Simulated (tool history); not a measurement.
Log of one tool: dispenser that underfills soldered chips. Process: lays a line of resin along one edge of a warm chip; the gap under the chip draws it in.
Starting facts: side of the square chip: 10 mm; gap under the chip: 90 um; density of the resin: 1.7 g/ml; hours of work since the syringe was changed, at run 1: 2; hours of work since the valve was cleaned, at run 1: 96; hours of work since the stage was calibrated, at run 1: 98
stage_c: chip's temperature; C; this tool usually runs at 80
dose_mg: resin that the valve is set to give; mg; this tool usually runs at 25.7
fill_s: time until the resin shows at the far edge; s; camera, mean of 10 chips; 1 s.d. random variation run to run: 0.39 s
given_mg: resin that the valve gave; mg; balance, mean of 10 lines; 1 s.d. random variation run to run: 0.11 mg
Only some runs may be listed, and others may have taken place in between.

run,hour,stage_c,dose_mg,hours of work since the syringe was changed,hours of work since the valve was cleaned,hours of work since the stage was calibrated,fill_s,given_mg
1,0.0,80,25.7,2,96,98,28.3,23.58
2,6.0,80,25.7,5,100,102,35.1,23.65
3,10.9,80,25.7,8,103,105,41.9,23.36
# hour 13.9: new syringe of resin
4,15.9,91,25.7,1,106,108,20.1,23.47
5,22.5,79,25.7,5,110,113,37.5,23.35
6,26.6,79,25.7,8,113,115,42.8,23.17
# hour 30.4: new syringe of resin
7,30.8,79,25.7,0,115,118,26.3,23.29
8,36.2,79,25.7,4,119,121,33.0,23.25
9,39.5,79,25.7,6,121,123,37.3,23.07
10,42.2,80,25.7,8,122,125,40.8,23.08
11,46.0,76,25.7,10,125,127,54.0,22.88
# hour 46.6: new syringe of resin
12,52.2,80,25.7,4,129,131,32.2,23.00
13,55.4,80,25.7,6,131,133,37.0,22.79
14,60.8,80,25.7,9,134,137,46.2,22.83
# hour 62.9: new syringe of resin
15,67.4,80,25.7,3,138,141,29.9,22.75
# hour 69.4: dispensing valve cleaned and set on the balance
16,73.4,80,28.7,6,3,144,35.2,28.71
17,79.6,80,28.7,10,7,148,46.1,28.47
# hour 80.5: new syringe of resin
18,82.7,87,28.6,1,8,150,22.0,28.22
19,88.7,87,28.6,5,12,154,28.1,28.18
20,93.9,80,24.8,9,16,157,43.1,24.37
# hour 96.9: new syringe of resin
21,99.3,80,25.7,2,19,160,26.9,25.25
22,105.6,66,29.3,6,23,164,53.5,28.73
23,110.6,90,29.3,9,26,167,32.5,28.45
# hour 113.3: new syringe of resin
24,116.5,90,29.3,2,30,171,22.5,28.63
25,120.0,90,29.3,4,32,173,25.8,28.32
26,125.1,90,29.3,8,35,177,30.6,28.31
# hour 129.9: new syringe of resin
27,130.2,83,32.7,0,38,180,23.4,31.49
28,135.3,69,22.5,3,41,183,44.9,21.77
29,139.6,71,33.1,6,44,186,48.7,31.88

What if the next run were any one of these 5? Each begins from the tool's condition after run 29:
A,143.5,78,30.1,9,47,188,?,?
B,143.5,90,25.7,9,47,188,?,?
C,143.5,66,24.0,9,47,188,?,?
D,143.5,94,31.7,9,47,188,?,?
E,143.5,90,32.0,9,47,188,?,?

run,fill_s,given_mg
A,45.3,28.96
B,31.6,24.71
C,66.8,22.89
D,29.3,30.23
E,32.6,30.89
What these runs would have given with no unlogged condition in the tool:
run,fill_s,given_mg
A,25.9,30.18
B,17.9,25.75
C,38.2,23.85
D,17.0,31.50
E,18.8,32.19

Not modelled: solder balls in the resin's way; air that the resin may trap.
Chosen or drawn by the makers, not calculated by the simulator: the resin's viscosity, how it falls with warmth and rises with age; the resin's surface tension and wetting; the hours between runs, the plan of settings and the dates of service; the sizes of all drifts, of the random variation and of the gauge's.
